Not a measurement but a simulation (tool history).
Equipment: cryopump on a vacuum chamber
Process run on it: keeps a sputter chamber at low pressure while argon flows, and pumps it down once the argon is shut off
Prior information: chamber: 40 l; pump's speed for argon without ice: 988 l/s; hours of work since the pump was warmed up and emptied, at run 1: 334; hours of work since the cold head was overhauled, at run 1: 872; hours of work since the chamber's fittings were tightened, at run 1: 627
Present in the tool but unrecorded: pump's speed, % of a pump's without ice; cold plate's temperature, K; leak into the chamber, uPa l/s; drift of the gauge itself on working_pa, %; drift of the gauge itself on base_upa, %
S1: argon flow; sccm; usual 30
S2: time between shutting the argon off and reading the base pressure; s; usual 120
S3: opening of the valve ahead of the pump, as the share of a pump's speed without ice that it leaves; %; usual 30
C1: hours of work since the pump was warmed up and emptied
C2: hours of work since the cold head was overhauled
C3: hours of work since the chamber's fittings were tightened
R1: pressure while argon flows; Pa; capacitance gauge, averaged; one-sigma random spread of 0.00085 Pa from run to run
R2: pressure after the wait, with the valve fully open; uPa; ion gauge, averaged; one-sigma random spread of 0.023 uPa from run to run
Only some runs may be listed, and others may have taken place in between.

run    hour  S1   S2  S3   C1    C2    C3      R1    R2
  1     0.0  30  120  30  334   872   627  0.1827  1.15
  2    43.2  30  120  30  356   894   649  0.1852  1.22
  3    84.9  30  120  30  377   915   670  0.1848  1.21
  4   153.9  30  120  30  412   950   705  0.1885  1.25
  5   228.9  30  120  30  451   988   744  0.1922  1.28
  6   280.0  30  120  30  476  1014   769  0.1930  1.33
  7   318.4  30  120  30  496  1033   789  0.1926  1.33
      367.9  -- pump warmed up, emptied and cooled again
  8   377.4  30  120  30    5  1061   816  0.1716  1.12
  9   461.0  30  120  30   47  1103   859  0.1739  1.12
 10   532.6  30  120  54   84  1139   895  0.0987  1.14
 11   620.5  30   69  54  128  1184   940  0.1015  1.51
 12   687.4  30   53  30  162  1218   974  0.1779  1.81
 13   747.8  30   53  30  193  1249  1004  0.1804  1.79
 14   793.9  30   53  30  216  1272  1028  0.1809  1.83
 15   836.2  30  120  30  238  1293  1049  0.1799  1.30
 16   900.2  39  120  30  270  1326  1082  0.2383  1.34
 17   981.6  39  120  30  311  1367  1123  0.2397  1.36
 18  1023.1  30   56  30  332  1388  1144  0.1890  1.91
 19  1111.9  50  107  30  377  1433  1189  0.3159  1.52
 20  1166.6  15  107  25  405  1461  1217  0.1137  1.62
 21  1240.6  15  205  25  443  1499  1254  0.1148  1.41
 22  1289.8  48   93  16  468  1524  1279  0.5540  1.76
 23  1377.6  30  138  30  512  1568  1324  0.1979  1.68
     1396.9  -- pump warmed up, emptied and cooled again
 24  1454.2  25   41  25   29  1604  1360  0.1729  2.15
 25  1511.1  25   41  25   58  1633  1389  0.1733  2.07
 26  1548.8  30  120  16   77  1652  1408  0.3235  1.35
 27  1621.7  30  120  16  114  1689  1445  0.3270  1.42
 28  1666.0  30  120  16  137  1712  1467  0.3266  1.37
 29  1704.7  30  120  41  156  1732  1487  0.1318  1.40
 30  1743.9  21  275  43  176  1751  1507  0.0882  1.18
 31  1807.6  21  275  43  208  1784  1539  0.0897  1.19
 32  1852.5  30  118  52  231  1807  1562  0.1098  1.53
 33  1910.5  30   31  33  261  1836  1591  0.1660  2.77
 34  1993.8  16  173  23  303  1878  1634  0.1266  1.46

Branching from run 34: 3 alternative next runs. What would each branch give?
  A  2043.8  30  120  17  328  1904  1659   ?   ?
  B  2043.8  30  120  31  328  1904  1659   ?   ?
  C  2043.8  22   50  25  328  1904  1659   ?   ?

run      R1    R2
  A  0.3168  1.64
  B  0.1792  1.71
  C  0.1620  2.28
Had the tool no hidden state, the same runs would have come out as:
run      R1    R2
  A  0.3021  0.75
  B  0.1645  0.79
  C  0.1512  1.39

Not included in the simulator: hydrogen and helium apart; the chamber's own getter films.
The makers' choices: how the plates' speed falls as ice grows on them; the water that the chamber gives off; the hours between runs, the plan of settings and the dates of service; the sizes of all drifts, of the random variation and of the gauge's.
